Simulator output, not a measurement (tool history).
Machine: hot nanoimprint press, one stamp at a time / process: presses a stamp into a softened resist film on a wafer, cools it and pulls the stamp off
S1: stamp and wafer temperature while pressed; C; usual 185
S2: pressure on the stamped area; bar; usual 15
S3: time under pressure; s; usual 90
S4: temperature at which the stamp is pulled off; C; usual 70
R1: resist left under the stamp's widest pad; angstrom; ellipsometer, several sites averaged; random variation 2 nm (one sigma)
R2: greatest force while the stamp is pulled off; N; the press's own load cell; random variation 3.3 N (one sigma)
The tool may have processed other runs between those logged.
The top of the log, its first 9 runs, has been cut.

run	hour	S1	S2	S3	S4	R1	R2
10	357.6	185	13.3	90	70	3442	167
11	395.8	185	13.3	90	70	3437	172
# hour 407.8: press's hydraulic seals changed and the load cell set to zero
12	427.3	185	13.3	90	70	3394	174
13	473.8	185	13.3	90	70	3439	185
14	503.2	185	13.3	90	70	3461	194
# hour 531.7: plate thermocouple calibrated
15	531.7	185	13.3	90	70	3313	192
# hour 545.8: stamp cleaned and given a new release coat
16	580.9	188	15	90	70	2778	157
17	616	190	15	52	70	3228	170
18	644.4	185	17.4	178	63	2268	181
19	682.8	185	9.2	90	70	3920	174
20	727	175	22.4	83	76	4473	170
21	758.8	175	22.4	83	76	4453	174
22	781.2	183	12.1	63	68	4362	192
# hour 802.4: stamp cleaned and given a new release coat
23	814.6	183	12.1	63	68	4346	162
24	862.5	183	12.1	143	57	3328	177
25	887.6	185	15	66	63	3755	182

Run 26 is up next; what results do you expect?
# hour 893.5: plate thermocouple calibrated
26	924.2	189	15	90	70	?	?

{"run 26": {"R1": 2700, "R2": 174}}
On a tool with no hidden condition, and with the same random variation, this run would have come out at R1 2637 angstrom, R2 156 N.
